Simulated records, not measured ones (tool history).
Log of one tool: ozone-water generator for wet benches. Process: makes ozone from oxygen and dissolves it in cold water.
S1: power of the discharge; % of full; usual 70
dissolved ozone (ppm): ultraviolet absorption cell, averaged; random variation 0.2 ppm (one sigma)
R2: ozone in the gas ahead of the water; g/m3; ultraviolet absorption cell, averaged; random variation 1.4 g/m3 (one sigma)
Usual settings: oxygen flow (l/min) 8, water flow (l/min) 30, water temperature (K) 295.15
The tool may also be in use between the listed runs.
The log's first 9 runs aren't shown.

{"run": 10, "hour": 1058.3, "S1": 70, "oxygen flow (l/min)": 8, "water flow (l/min)": 42, "water temperature (K)": 295.15, "dissolved ozone (ppm)": 20.6, "R2": 250.6}
{"run": 11, "hour": 1225.0, "S1": 70, "oxygen flow (l/min)": 8, "water flow (l/min)": 42, "water temperature (K)": 295.15, "dissolved ozone (ppm)": 20.3, "R2": 249.6}
{"run": 12, "hour": 1374.8, "S1": 70, "oxygen flow (l/min)": 7.46, "water flow (l/min)": 42, "water temperature (K)": 295.15, "dissolved ozone (ppm)": 20, "R2": 257.6}
{"run": 13, "hour": 1531.9, "S1": 70, "oxygen flow (l/min)": 8, "water flow (l/min)": 30, "water temperature (K)": 302.15, "dissolved ozone (ppm)": 23.8, "R2": 247}
{"run": 14, "hour": 1661.7, "S1": 70, "oxygen flow (l/min)": 8, "water flow (l/min)": 30, "water temperature (K)": 302.15, "dissolved ozone (ppm)": 23.7, "R2": 245.8}
{"run": 15, "hour": 1780.1, "S1": 70, "oxygen flow (l/min)": 8, "water flow (l/min)": 30, "water temperature (K)": 298.15, "dissolved ozone (ppm)": 25.3, "R2": 247.4}
{"run": 16, "hour": 1877.2, "S1": 70, "oxygen flow (l/min)": 8, "water flow (l/min)": 30, "water temperature (K)": 298.15, "dissolved ozone (ppm)": 25.1, "R2": 246.6}
{"hour": 1926.3, "done": "water thermometer calibrated"}
{"run": 17, "hour": 1980.6, "S1": 70, "oxygen flow (l/min)": 8, "water flow (l/min)": 18, "water temperature (K)": 289.15, "dissolved ozone (ppm)": 41.8, "R2": 247.4}
{"run": 18, "hour": 2087.7, "S1": 70, "oxygen flow (l/min)": 8, "water flow (l/min)": 18, "water temperature (K)": 289.15, "dissolved ozone (ppm)": 41.9, "R2": 246.4}
{"run": 19, "hour": 2185.0, "S1": 70, "oxygen flow (l/min)": 8, "water flow (l/min)": 18, "water temperature (K)": 289.15, "dissolved ozone (ppm)": 41.5, "R2": 246.3}
{"run": 20, "hour": 2299.7, "S1": 70, "oxygen flow (l/min)": 8.2, "water flow (l/min)": 30, "water temperature (K)": 295.15, "dissolved ozone (ppm)": 26.3, "R2": 242.2}
{"run": 21, "hour": 2457.1, "S1": 70, "oxygen flow (l/min)": 13.13, "water flow (l/min)": 18, "water temperature (K)": 289.15, "dissolved ozone (ppm)": 37.9, "R2": 185.8}
{"run": 22, "hour": 2532.5, "S1": 73, "oxygen flow (l/min)": 10.84, "water flow (l/min)": 18, "water temperature (K)": 289.15, "dissolved ozone (ppm)": 40.2, "R2": 211.5}
{"run": 23, "hour": 2646.2, "S1": 73, "oxygen flow (l/min)": 4.55, "water flow (l/min)": 44, "water temperature (K)": 302.15, "dissolved ozone (ppm)": 16.7, "R2": 343.1}

Forecast run 24:
{"run": 24, "hour": 2753.2, "S1": 73, "oxygen flow (l/min)": 4.55, "water flow (l/min)": 44, "water temperature (K)": 302.15, "dissolved ozone (ppm)": "?", "R2": "?"}

{"run 24": {"dissolved ozone (ppm)": 17.2, "R2": 341.8}}
Without the tool's hidden state the same run would have given dissolved ozone (ppm) 19.6, R2 368.6 g/m3.
